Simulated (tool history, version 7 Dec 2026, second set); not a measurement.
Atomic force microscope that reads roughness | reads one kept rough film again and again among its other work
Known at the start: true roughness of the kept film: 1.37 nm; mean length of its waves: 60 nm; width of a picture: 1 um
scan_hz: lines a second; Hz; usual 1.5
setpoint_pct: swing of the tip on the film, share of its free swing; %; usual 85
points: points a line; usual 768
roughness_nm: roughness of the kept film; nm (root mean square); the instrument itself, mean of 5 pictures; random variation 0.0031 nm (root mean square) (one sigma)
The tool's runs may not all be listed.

run	hour	scan_hz	setpoint_pct	points	roughness_nm
1	0	1.5	85	768	1.278
2	28.5	1.5	85	768	1.278
3	49.5	1.5	56	768	1.337
# hour 52.9: new tip fitted
4	89.6	1.5	85	768	1.274
5	112.8	1.5	85	768	1.269
6	153	1.5	85	768	1.276
# hour 171: new tip fitted
7	184.2	1.5	85	768	1.279
8	202.5	1.5	85	768	1.279
9	220	0.76	85	768	1.316
10	243.6	1.5	85	768	1.274
11	266.5	1.5	85	768	1.283
# hour 288.2: new tip fitted
12	293.6	1.5	85	768	1.276
13	325.2	1.5	85	768	1.275
14	342.6	1.5	85	768	1.276
15	366.5	1.5	85	768	1.279
16	387.9	1.5	85	768	1.277
# hour 405.2: new tip fitted
17	420.9	1.5	85	768	1.279
18	462.1	1.5	56	768	1.336
19	486.4	0.75	79	996	1.328
20	511.2	3.66	56	293	1.318
# hour 523.8: new tip fitted
21	539.5	3.66	56	293	1.318
22	576.2	0.78	85	546	1.312
23	614.7	1.2	86	436	1.29
# hour 640: new tip fitted
24	647.1	1.2	86	436	1.29
25	686.6	1.2	86	436	1.285
26	705.5	2.14	86	436	1.243
27	722.8	2.76	64	436	1.312
28	751.6	1.27	68	360	1.322
# hour 756.7: new tip fitted
29	774.6	3.19	66	337	1.293
30	811.5	3.19	66	337	1.298
31	835.9	1.5	73	273	1.306
32	865.5	1.5	73	273	1.304
# hour 874.3: new tip fitted
33	896.8	1.5	73	273	1.311

5 ways to go on from here, each from the tool as it stands after run 33. What would each give?
A	932.4	1.5	85	276	?
B	932.4	3.69	85	981	?
C	932.4	1.5	84	312	?
D	932.4	2.22	82	525	?
E	932.4	0.79	84	444	?

run	roughness_nm
A	1.274
B	1.183
C	1.281
D	1.261
E	1.313
Without the tool's hidden state the same runs would have given:
run	roughness_nm
A	1.275
B	1.184
C	1.282
D	1.262
E	1.314

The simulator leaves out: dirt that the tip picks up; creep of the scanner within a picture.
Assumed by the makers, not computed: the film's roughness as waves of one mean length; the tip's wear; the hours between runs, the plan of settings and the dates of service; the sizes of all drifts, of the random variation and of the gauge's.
